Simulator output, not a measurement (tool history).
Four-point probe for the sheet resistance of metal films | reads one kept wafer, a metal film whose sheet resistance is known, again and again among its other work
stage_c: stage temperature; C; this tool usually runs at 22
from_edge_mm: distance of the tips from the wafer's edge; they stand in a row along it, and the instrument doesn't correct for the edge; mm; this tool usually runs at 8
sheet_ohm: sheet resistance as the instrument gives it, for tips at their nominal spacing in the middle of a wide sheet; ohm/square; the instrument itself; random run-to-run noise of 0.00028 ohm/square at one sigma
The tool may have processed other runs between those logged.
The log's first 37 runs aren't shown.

| run | hour | stage_c | from_edge_mm | sheet_ohm |
|---|---|---|---|---|
| 38 | 763.3 | 19 | 55 | 1.379289 |
| 39 | 790.9 | 28 | 6 | 1.384631 |
| 40 | 814.2 | 28 | 6 | 1.385167 |
| 41 | 830 | 28 | 8 | 1.381611 |
| 42 | 855.2 | 28 | 8 | 1.380765 |
| 43 | 874 | 28 | 8 | 1.381429 |
| 44 | 894.6 | 25 | 8 | 1.381455 |
| 45 | 913.3 | 20 | 8 | 1.382786 |

What if the next run were any one of these 4? Each begins from the tool's condition after run 45:
| A | 940.6 | 33 | 5 | ? |
| B | 940.6 | 20 | 10 | ? |
| C | 940.6 | 20 | 4 | ? |
| D | 940.6 | 28 | 48 | ? |

| run | sheet_ohm |
|---|---|
| A | 1.387371 |
| B | 1.380683 |
| C | 1.395963 |
| D | 1.376132 |
With the hidden condition removed and each run's random variation left untouched, the same runs would have given:
| run | sheet_ohm |
|---|---|
| A | 1.391371 |
| B | 1.38466 |
| C | 1.39998 |
| D | 1.3801 |
